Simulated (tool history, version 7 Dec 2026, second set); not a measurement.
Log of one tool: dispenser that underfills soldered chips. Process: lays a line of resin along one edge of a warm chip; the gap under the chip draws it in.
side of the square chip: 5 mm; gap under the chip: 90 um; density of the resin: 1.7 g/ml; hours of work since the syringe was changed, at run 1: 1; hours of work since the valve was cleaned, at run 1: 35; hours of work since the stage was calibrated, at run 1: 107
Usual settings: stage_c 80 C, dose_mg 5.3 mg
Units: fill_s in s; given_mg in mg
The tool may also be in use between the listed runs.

run,hour,stage_c,dose_mg,hours of work since the syringe was changed,hours of work since the valve was cleaned,hours of work since the stage was calibrated,fill_s,given_mg
1,0,80,5.3,1,35,107,25.4,5.19
2,4.5,80,5.3,3,37,110,27.6,5.23
3,9.2,80,5.3,6,40,113,31.8,5.2
4,12.4,80,6.47,8,42,115,33.7,6.35
# hour 16.2: new syringe of resin
# hour 17.2: dispensing valve cleaned and set on the balance
5,18.8,80,6.47,1,1,118,25.8,6.5
6,22.7,80,6.47,3,3,120,27.1,6.45
7,27.1,80,6.47,6,6,123,31.1,6.46
8,31.6,80,6.47,9,9,126,34.4,6.43
# hour 34.8: new syringe of resin
9,34.8,94,4.5,0,11,128,16.2,4.49
10,40.4,71,4.84,3,14,131,40,4.81
11,43.2,86,6.71,5,16,133,23.9,6.67
12,45.7,84,6.57,7,17,134,28,6.52
13,50.1,73,5.3,9,20,137,46.8,5.25

How the hidden state differs across the entries between the runs, from the last listed run before each to the first after it:
Between runs 4 and 5: new syringe of resin (hour 16.2); dispensing valve cleaned and set on the balance (hour 17.2)
  resin's viscosity, % of fresh resin's: 141.2 -> 105.2; dose that the valve gives, % of what is set: 98.11 -> 99.96; true chip temperature over the reading, C: 0.62 -> 0.64
  measured less the result without the state, fill_s: +9.3 -> +0.7 s; given_mg: -0.12 -> +0 mg
Between runs 8 and 9: new syringe of resin (hour 34.8)
  resin's viscosity, % of fresh resin's: 145.8 -> 100.2; dose that the valve gives, % of what is set: 99.58 -> 99.5; true chip temperature over the reading, C: 0.68 -> 0.69
  measured less the result without the state, fill_s: +10.2 -> -0.3 s; given_mg: -0.03 -> -0.02 mg
